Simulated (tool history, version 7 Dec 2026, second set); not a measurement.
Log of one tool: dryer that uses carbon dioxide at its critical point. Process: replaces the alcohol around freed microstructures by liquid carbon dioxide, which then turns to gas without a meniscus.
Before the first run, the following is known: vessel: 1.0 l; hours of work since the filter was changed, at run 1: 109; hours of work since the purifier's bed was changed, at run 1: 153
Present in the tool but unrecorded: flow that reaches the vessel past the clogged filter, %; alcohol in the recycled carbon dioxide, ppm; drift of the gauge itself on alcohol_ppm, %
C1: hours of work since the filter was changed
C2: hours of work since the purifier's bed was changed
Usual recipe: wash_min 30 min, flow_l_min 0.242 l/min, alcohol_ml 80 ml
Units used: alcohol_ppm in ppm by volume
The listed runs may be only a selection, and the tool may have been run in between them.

{"run": 1, "day": 0.0, "wash_min": 30, "flow_l_min": 0.242, "alcohol_ml": 80, "C1": 109, "C2": 153, "alcohol_ppm": 430}
{"run": 2, "day": 0.483, "wash_min": 30, "flow_l_min": 0.242, "alcohol_ml": 80, "C1": 115, "C2": 159, "alcohol_ppm": 450}
{"run": 3, "day": 0.821, "wash_min": 30, "flow_l_min": 0.242, "alcohol_ml": 80, "C1": 118, "C2": 162, "alcohol_ppm": 445}
{"run": 4, "day": 1.079, "wash_min": 30, "flow_l_min": 0.242, "alcohol_ml": 80, "C1": 121, "C2": 165, "alcohol_ppm": 459}
{"run": 5, "day": 1.342, "wash_min": 30, "flow_l_min": 0.242, "alcohol_ml": 80, "C1": 124, "C2": 168, "alcohol_ppm": 462}
{"run": 6, "day": 1.646, "wash_min": 30, "flow_l_min": 0.242, "alcohol_ml": 80, "C1": 128, "C2": 172, "alcohol_ppm": 446}
{"run": 7, "day": 2.192, "wash_min": 30, "flow_l_min": 0.242, "alcohol_ml": 80, "C1": 134, "C2": 178, "alcohol_ppm": 462}
{"run": 8, "day": 2.5, "wash_min": 30, "flow_l_min": 0.242, "alcohol_ml": 49, "C1": 137, "C2": 181, "alcohol_ppm": 294}
{"run": 9, "day": 2.879, "wash_min": 30, "flow_l_min": 0.179, "alcohol_ml": 49, "C1": 141, "C2": 185, "alcohol_ppm": 1076}

The next listed run, before its measurement:
{"run": 10, "day": 3.129, "wash_min": 30, "flow_l_min": 0.179, "alcohol_ml": 49, "C1": 144, "C2": 188, "alcohol_ppm": "?"}

alcohol_ppm: 1076 ppm by volume
Had the tool carried no hidden state, the very same run would have given alcohol_ppm 840 ppm by volume.
